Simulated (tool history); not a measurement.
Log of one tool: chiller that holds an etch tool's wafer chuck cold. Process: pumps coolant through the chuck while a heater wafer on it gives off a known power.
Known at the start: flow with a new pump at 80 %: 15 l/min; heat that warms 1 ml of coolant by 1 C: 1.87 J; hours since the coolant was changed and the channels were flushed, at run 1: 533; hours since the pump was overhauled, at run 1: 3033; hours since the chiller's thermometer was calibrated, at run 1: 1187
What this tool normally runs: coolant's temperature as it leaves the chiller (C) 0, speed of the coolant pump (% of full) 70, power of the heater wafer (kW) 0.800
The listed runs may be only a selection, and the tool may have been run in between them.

run    hour  coolant's temperature as it leaves the chiller (C)  speed of the coolant pump (% of full)  power of the heater wafer (kW)  hours since the coolant was changed and the channels were flushed  hours since the pump was overhauled  hours since the chiller's thermometer was calibrated  chuck's temperature once it has settled (C)  how much warmer the coolant comes back (C)
  1     0.0                                                   0                                     70                           0.800                                                                533                                 3033                                                  1187                                         5.81                                        2.15
  2   102.2                                                  -3                                     70                           0.800                                                                635                                 3135                                                  1289                                         2.68                                        2.14
  3   217.6                                                   0                                     70                           0.800                                                                750                                 3251                                                  1405                                         5.63                                        2.16
  4   308.0                                                   0                                     70                           0.800                                                                841                                 3341                                                  1495                                         5.93                                        2.16
  5   397.6                                                   3                                     70                           0.800                                                                930                                 3431                                                  1585                                         8.77                                        2.17
  6   451.7                                                   1                                     70                           0.800                                                                984                                 3485                                                  1639                                         6.94                                        2.18
  7   539.7                                                   0                                     70                           0.800                                                               1072                                 3573                                                  1727                                         6.01                                        2.17
  8   666.2                                                   0                                     70                           0.801                                                               1199                                 3699                                                  1853                                         5.91                                        2.17
  9   758.7                                                  10                                     70                           0.800                                                               1291                                 3792                                                  1946                                        16.05                                        2.20
 10   888.6                                                   0                                     74                           0.800                                                               1421                                 3922                                                  2076                                         5.83                                        2.06
 11   980.0                                                   0                                     70                           0.800                                                               1513                                 4013                                                  2167                                         6.19                                        2.18
 12  1040.3                                                   0                                     70                           0.800                                                               1573                                 4073                                                  2227                                         6.19                                        2.20
 13  1133.0                                                   0                                     70                           0.800                                                               1666                                 4166                                                  2320                                         6.18                                        2.22
 14  1213.7                                                   0                                     70                           0.692                                                               1746                                 4247                                                  2401                                         5.53                                        1.94
     1230.9  -- coolant pump overhauled
 15  1306.3                                                  -3                                     70                           0.800                                                               1834                                   75                                                  2488                                         3.66                                        2.41
 16  1374.5                                                   7                                     70                           0.800                                                               1902                                  144                                                  2557                                        13.85                                        2.44
     1452.0  -- coolant pump overhauled, once more
 17  1452.0                                                  -4                                     78                           0.434                                                               1975                                    0                                                  2629                                        -0.75                                        0.96
 18  1530.8                                                  -5                                     71                           0.878                                                               2053                                   79                                                  2708                                         1.59                                        2.18
 19  1652.1                                                   3                                     71                           0.878                                                               2175                                  200                                                  2829                                         9.82                                        2.18
 20  1742.3                                                   3                                     71                           0.667                                                               2265                                  290                                                  2919                                         8.24                                        1.65
 21  1864.0                                                  -1                                     61                           0.879                                                               2387                                  412                                                  3041                                         6.25                                        2.58
 22  1971.4                                                  -6                                     71                           0.800                                                               2494                                  519                                                  3149                                         0.35                                        1.97
 23  2057.7                                                  -6                                     71                           0.800                                                               2580                                  606                                                  3235                                         0.26                                        2.01
 24  2169.9                                                   3                                     75                           0.622                                                               2693                                  718                                                  3347                                         7.81                                        1.49
 25  2227.6                                                   7                                     73                           0.557                                                               2750                                  776                                                  3405                                        11.67                                        1.35

Below are 5 alternative next runs, each starting from the tool's condition after run 25. Predict each:
  A  2334.3                                                   7                                     68                           0.675                                                               2857                                  882                                                  3511                                            ?                                           ?
  B  2334.3                                                   6                                     68                           0.492                                                               2857                                  882                                                  3511                                            ?                                           ?
  C  2334.3                                                   3                                     97                           0.578                                                               2857                                  882                                                  3511                                            ?                                           ?
  D  2334.3                                                   0                                     69                           1.185                                                               2857                                  882                                                  3511                                            ?                                           ?
  E  2334.3                                                   6                                     90                           0.800                                                               2857                                  882                                                  3511                                            ?                                           ?

run  chuck's temperature once it has settled (C)  how much warmer the coolant comes back (C)
  A                                        12.58                                        1.79
  B                                        10.29                                        1.29
  C                                         7.01                                        1.04
  D                                         9.37                                        3.06
  E                                        11.65                                        1.54
What these runs would have given with no unlogged condition in the tool:
run  chuck's temperature once it has settled (C)  how much warmer the coolant comes back (C)
  A                                        11.34                                        1.74
  B                                         9.24                                        1.25
  C                                         5.98                                        1.01
  D                                         7.65                                        2.97
  E                                        10.41                                        1.49
